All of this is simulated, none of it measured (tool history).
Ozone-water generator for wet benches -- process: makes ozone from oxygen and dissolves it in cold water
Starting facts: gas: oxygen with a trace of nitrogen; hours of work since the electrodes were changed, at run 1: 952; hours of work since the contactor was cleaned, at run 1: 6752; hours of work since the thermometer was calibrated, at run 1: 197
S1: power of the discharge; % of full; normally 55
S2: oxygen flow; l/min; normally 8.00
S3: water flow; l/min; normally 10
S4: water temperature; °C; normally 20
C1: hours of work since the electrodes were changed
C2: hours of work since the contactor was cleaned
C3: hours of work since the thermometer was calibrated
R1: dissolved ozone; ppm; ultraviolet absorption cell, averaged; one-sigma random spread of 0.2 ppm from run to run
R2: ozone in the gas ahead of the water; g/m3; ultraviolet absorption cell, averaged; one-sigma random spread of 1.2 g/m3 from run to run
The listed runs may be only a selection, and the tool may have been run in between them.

run	day	S1	S2	S3	S4	C1	C2	C3	R1	R2
1	0.000	55	8.00	10	20	952	6752	197	26.4	213.7
2	2.025	55	8.00	9	20	983	6783	229	28.9	214.8
3	4.983	55	8.00	9	20	1030	6830	275	28.7	212.7
4	6.383	55	8.00	9	20	1051	6851	297	29.0	214.6
5	7.704	55	9.20	10	20	1072	6872	317	25.7	198.6
6	10.500	55	9.20	10	20	1116	6916	361	25.5	198.1
7	13.354	55	9.20	10	20	1160	6960	405	25.0	196.6
8	16.196	55	8.00	10	20	1205	7005	450	26.5	213.3
9	17.767	55	8.00	10	20	1229	7029	474	26.5	214.0
10	19.996	50	7.87	9	13	1264	7064	509	31.2	199.2
# day 20.300: contactor cleaned
11	22.954	50	12.44	9	13	1307	41	553	26.4	153.7
12	25.812	74	6.15	10	13	1352	86	597	40.3	311.7
13	27.904	74	5.51	10	24	1385	119	630	32.6	334.1
14	29.329	68	7.91	16	21	1407	141	652	20.3	255.1
15	31.296	52	8.00	8	16	1438	172	683	31.7	202.9
16	33.196	47	8.00	10	13	1467	201	712	26.2	187.6
17	36.025	47	8.00	10	13	1511	245	757	26.3	188.6

Describe how what the log doesn't record of the tool's condition differs between the last listed run preceding each entry between runs and the first listed run following it.
From run 10 to run 11: contactor cleaned (day 20.300)
  yield of the discharge, % of new electrodes': 97.4 -> 97.3; contactor's efficiency, % of a clean one's: 89.3 -> 85.8
  measured less the result without the state, R1: -2.8 -> -3.1 ppm; R2: -3.9 -> -3.0 g/m3
